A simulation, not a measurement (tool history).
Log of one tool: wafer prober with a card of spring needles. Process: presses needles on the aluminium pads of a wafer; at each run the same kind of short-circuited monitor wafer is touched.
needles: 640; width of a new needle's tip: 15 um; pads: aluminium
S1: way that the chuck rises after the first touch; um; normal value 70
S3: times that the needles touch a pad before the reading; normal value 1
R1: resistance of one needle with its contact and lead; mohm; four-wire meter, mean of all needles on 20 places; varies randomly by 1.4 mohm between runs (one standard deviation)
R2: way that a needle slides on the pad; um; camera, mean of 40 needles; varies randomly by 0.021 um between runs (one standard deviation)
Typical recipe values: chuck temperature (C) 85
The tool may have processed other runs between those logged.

run 1 day=0 | S1=70 chuck_temperature_(C)=85 S3=1 | R1=151 R2=19.38
-- day=0.321 tips cleaned on abrasive film
-- day=0.75 tips cleaned on abrasive film
run 2 day=0.917 | S1=70 chuck_temperature_(C)=85 S3=1 | R1=156 R2=19.31
-- day=1.242 tips cleaned on abrasive film
-- day=1.775 tips cleaned on abrasive film
-- day=2.275 tips cleaned on abrasive film
-- day=2.792 tips cleaned on abrasive film
run 3 day=2.942 | S1=70 chuck_temperature_(C)=85 S3=1 | R1=150 R2=19.24
-- day=3.258 tips cleaned on abrasive film
-- day=3.762 tips cleaned on abrasive film
-- day=3.883 height of the first contact set anew
-- day=4.296 tips cleaned on abrasive film
run 4 day=4.296 | S1=70 chuck_temperature_(C)=85 S3=1 | R1=134 R2=19.5
-- day=4.829 tips cleaned on abrasive film
-- day=5.35 tips cleaned on abrasive film
-- day=5.883 tips cleaned on abrasive film
run 5 day=6.088 | S1=70 chuck_temperature_(C)=85 S3=1 | R1=153 R2=19.43
-- day=6.412 tips cleaned on abrasive film
-- day=6.946 tips cleaned on abrasive film
-- day=7.425 tips cleaned on abrasive film
run 6 day=7.425 | S1=60 chuck_temperature_(C)=85 S3=1 | R1=135 R2=16.63
-- day=7.954 tips cleaned on abrasive film
-- day=8.479 tips cleaned on abrasive film
run 7 day=8.812 | S1=70 chuck_temperature_(C)=85 S3=2 | R1=155 R2=19.39
-- day=8.925 tips cleaned on abrasive film
-- day=9.458 tips cleaned on abrasive film
-- day=9.992 tips cleaned on abrasive film
run 8 day=10.192 | S1=70 chuck_temperature_(C)=85 S3=2 | R1=145 R2=19.33
-- day=10.517 tips cleaned on abrasive film
-- day=10.833 tips cleaned on abrasive film, once more
-- day=11.346 tips cleaned on abrasive film
run 9 day=11.504 | S1=70 chuck_temperature_(C)=85 S3=1 | R1=155 R2=19.28
-- day=11.829 tips cleaned on abrasive film
-- day=12.054 height of the first contact set anew
-- day=12.371 tips cleaned on abrasive film
run 10 day=12.733 | S1=70 chuck_temperature_(C)=85 S3=1 | R1=176 R2=19.51
-- day=12.842 tips cleaned on abrasive film
-- day=13.346 tips cleaned on abrasive film
-- day=13.883 tips cleaned on abrasive film
-- day=14.392 tips cleaned on abrasive film
run 11 day=14.704 | S1=70 chuck_temperature_(C)=85 S3=1 | R1=176 R2=19.47
-- day=14.921 tips cleaned on abrasive film
-- day=15.45 tips cleaned on abrasive film
-- day=15.938 tips cleaned on abrasive film
-- day=16.367 tips cleaned on abrasive film
run 12 day=16.404 | S1=70 chuck_temperature_(C)=85 S3=1 | R1=138 R2=19.39
-- day=16.825 tips cleaned on abrasive film
-- day=17.342 tips cleaned on abrasive film
-- day=17.879 tips cleaned on abrasive film
run 13 day=18.121 | S1=83 chuck_temperature_(C)=85 S3=1 | R1=152 R2=23
-- day=18.338 tips cleaned on abrasive film
-- day=18.862 tips cleaned on abrasive film
-- day=19.396 tips cleaned on abrasive film
run 14 day=19.546 | S1=58 chuck_temperature_(C)=85 S3=1 | R1=166 R2=15.97
-- day=19.858 tips cleaned on abrasive film
-- day=20.175 height of the first contact set anew
-- day=20.362 tips cleaned on abrasive film
-- day=20.896 tips cleaned on abrasive film
run 15 day=21.083 | S1=70 chuck_temperature_(C)=44 S3=3 | R1=134 R2=19.46
-- day=21.383 tips cleaned on abrasive film
-- day=21.917 tips cleaned on abrasive film
run 16 day=22.054 | S1=59 chuck_temperature_(C)=66 S3=1 | R1=166 R2=16.35
-- day=22.367 tips cleaned on abrasive film
-- day=22.896 tips cleaned on abrasive film
-- day=23.429 tips cleaned on abrasive film
-- day=23.933 tips cleaned on abrasive film
run 17 day=23.933 | S1=69 chuck_temperature_(C)=66 S3=1 | R1=129 R2=19.11
-- day=24.45 tips cleaned on abrasive film
-- day=24.958 tips cleaned on abrasive film
-- day=25.388 tips cleaned on abrasive film
run 18 day=25.471 | S1=69 chuck_temperature_(C)=66 S3=1 | R1=146 R2=19.06
-- day=25.867 tips cleaned on abrasive film
-- day=26.383 tips cleaned on abrasive film
run 19 day=26.479 | S1=69 chuck_temperature_(C)=34 S3=1 | R1=141 R2=18.98
-- day=26.883 tips cleaned on abrasive film
run 20 day=27.308 | S1=51 chuck_temperature_(C)=44 S3=1 | R1=228 R2=13.97
-- day=27.417 tips cleaned on abrasive film
-- day=27.846 tips cleaned on abrasive film
-- day=28.35 tips cleaned on abrasive film
-- day=28.362 height of the first contact set anew
run 21 day=28.446 | S1=51 chuck_temperature_(C)=44 S3=1 | R1=162 R2=14.22
-- day=28.842 tips cleaned on abrasive film
-- day=29.35 tips cleaned on abrasive film
-- day=29.829 tips cleaned on abrasive film
-- day=30.362 tips cleaned on abrasive film
run 22 day=30.462 | S1=51 chuck_temperature_(C)=45 S3=3 | R1=142 R2=14.19
-- day=30.879 tips cleaned on abrasive film
-- day=31.392 tips cleaned on abrasive film
run 23 day=31.446 | S1=76 chuck_temperature_(C)=115 S3=3 | R1=135 R2=21.08
-- day=31.871 tips cleaned on abrasive film
-- day=32.4 tips cleaned on abrasive film
-- day=32.896 tips cleaned on abrasive film
run 24 day=33.3 | S1=76 chuck_temperature_(C)=115 S3=3 | R1=149 R2=21.05
-- day=33.404 tips cleaned on abrasive film
-- day=33.929 tips cleaned on abrasive film
-- day=34.467 tips cleaned on abrasive film
-- day=34.996 tips cleaned on abrasive film
run 25 day=35.2 | S1=76 chuck_temperature_(C)=36 S3=3 | R1=132 R2=20.99
-- day=35.504 tips cleaned on abrasive film
-- day=36.021 tips cleaned on abrasive film
-- day=36.554 tips cleaned on abrasive film
-- day=36.567 height of the first contact set anew
-- day=37.042 tips cleaned on abrasive film
run 26 day=37.042 | S1=76 chuck_temperature_(C)=36 S3=3 | R1=117 R2=21.15

Consider 3 possible next runs. They are alternatives, not a sequence: every one starts from the tool as it was left by run 26. What does each give?
-- day=37.558 tips cleaned on abrasive film
-- day=38.071 tips cleaned on abrasive film
run A day=38.175 | S1=70 chuck_temperature_(C)=77 S3=1 | R1=? R2=?
-- day=37.558 tips cleaned on abrasive film
-- day=38.071 tips cleaned on abrasive film
run B day=38.175 | S1=60 chuck_temperature_(C)=85 S3=1 | R1=? R2=?
-- day=37.558 tips cleaned on abrasive film
-- day=38.071 tips cleaned on abrasive film
run C day=38.175 | S1=76 chuck_temperature_(C)=36 S3=2 | R1=? R2=?

run=A R1=151 R2=19.45
run=B R1=157 R2=16.69
run=C R1=130 R2=21.18
With the hidden condition removed and each run's random variation left untouched, the same runs would have given:
run=A R1=126 R2=19.5
run=B R1=126 R2=16.74
run=C R1=115 R2=21.23
